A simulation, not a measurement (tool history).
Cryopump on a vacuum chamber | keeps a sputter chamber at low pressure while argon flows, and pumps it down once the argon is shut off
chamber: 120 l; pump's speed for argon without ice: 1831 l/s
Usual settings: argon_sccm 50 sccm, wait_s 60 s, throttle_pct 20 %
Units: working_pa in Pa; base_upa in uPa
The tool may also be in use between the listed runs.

{"run": 1, "day": 0.0, "argon_sccm": 50, "wait_s": 60, "throttle_pct": 20, "working_pa": 0.2418, "base_upa": 1.84}
{"run": 2, "day": 1.083, "argon_sccm": 50, "wait_s": 60, "throttle_pct": 20, "working_pa": 0.2411, "base_upa": 1.88}
{"run": 3, "day": 2.796, "argon_sccm": 50, "wait_s": 60, "throttle_pct": 20, "working_pa": 0.2423, "base_upa": 1.89}
{"run": 4, "day": 4.288, "argon_sccm": 50, "wait_s": 60, "throttle_pct": 20, "working_pa": 0.2422, "base_upa": 1.92}
{"run": 5, "day": 6.688, "argon_sccm": 50, "wait_s": 60, "throttle_pct": 20, "working_pa": 0.2454, "base_upa": 1.94}
{"run": 6, "day": 8.496, "argon_sccm": 50, "wait_s": 279, "throttle_pct": 20, "working_pa": 0.2423, "base_upa": 1.12}
{"run": 7, "day": 10.317, "argon_sccm": 50, "wait_s": 60, "throttle_pct": 20, "working_pa": 0.2443, "base_upa": 1.98}
{"run": 8, "day": 11.779, "argon_sccm": 50, "wait_s": 60, "throttle_pct": 20, "working_pa": 0.2464, "base_upa": 2.02}
{"run": 9, "day": 12.992, "argon_sccm": 50, "wait_s": 60, "throttle_pct": 20, "working_pa": 0.2433, "base_upa": 2.04}
{"run": 10, "day": 14.138, "argon_sccm": 33, "wait_s": 229, "throttle_pct": 20, "working_pa": 0.1622, "base_upa": 1.2}
{"run": 11, "day": 15.254, "argon_sccm": 33, "wait_s": 229, "throttle_pct": 20, "working_pa": 0.1618, "base_upa": 1.27}
{"run": 12, "day": 16.538, "argon_sccm": 27, "wait_s": 60, "throttle_pct": 20, "working_pa": 0.1323, "base_upa": 2.08}
{"run": 13, "day": 18.404, "argon_sccm": 27, "wait_s": 60, "throttle_pct": 20, "working_pa": 0.1346, "base_upa": 2.19}
{"day": 19.046, "done": "pump warmed up, emptied and cooled again"}
{"run": 14, "day": 19.817, "argon_sccm": 27, "wait_s": 60, "throttle_pct": 20, "working_pa": 0.125, "base_upa": 1.92}
{"run": 15, "day": 21.608, "argon_sccm": 50, "wait_s": 205, "throttle_pct": 17, "working_pa": 0.2763, "base_upa": 1.14}
{"run": 16, "day": 23.646, "argon_sccm": 50, "wait_s": 60, "throttle_pct": 44, "working_pa": 0.1077, "base_upa": 1.88}
{"run": 17, "day": 25.338, "argon_sccm": 75, "wait_s": 60, "throttle_pct": 36, "working_pa": 0.1962, "base_upa": 1.96}
{"run": 18, "day": 26.883, "argon_sccm": 50, "wait_s": 60, "throttle_pct": 16, "working_pa": 0.289, "base_upa": 1.96}

4 ways to go on from here, each from the tool as it stands after run 18. What would each give?
{"run": "A", "day": 28.638, "argon_sccm": 31, "wait_s": 46, "throttle_pct": 20, "working_pa": "?", "base_upa": "?"}
{"run": "B", "day": 28.638, "argon_sccm": 56, "wait_s": 21, "throttle_pct": 39, "working_pa": "?", "base_upa": "?"}
{"run": "C", "day": 28.638, "argon_sccm": 55, "wait_s": 60, "throttle_pct": 55, "working_pa": "?", "base_upa": "?"}
{"run": "D", "day": 28.638, "argon_sccm": 74, "wait_s": 60, "throttle_pct": 22, "working_pa": "?", "base_upa": "?"}

run=A working_pa=0.1441 base_upa=2.4
run=B working_pa=0.1361 base_upa=4.05
run=C working_pa=0.0962 base_upa=2.05
run=D working_pa=0.3152 base_upa=2.02
Without the tool's hidden state the same runs would have given:
run=A working_pa=0.142 base_upa=1.65
run=B working_pa=0.1324 base_upa=3.33
run=C working_pa=0.0925 base_upa=1.32
run=D working_pa=0.3103 base_upa=1.29

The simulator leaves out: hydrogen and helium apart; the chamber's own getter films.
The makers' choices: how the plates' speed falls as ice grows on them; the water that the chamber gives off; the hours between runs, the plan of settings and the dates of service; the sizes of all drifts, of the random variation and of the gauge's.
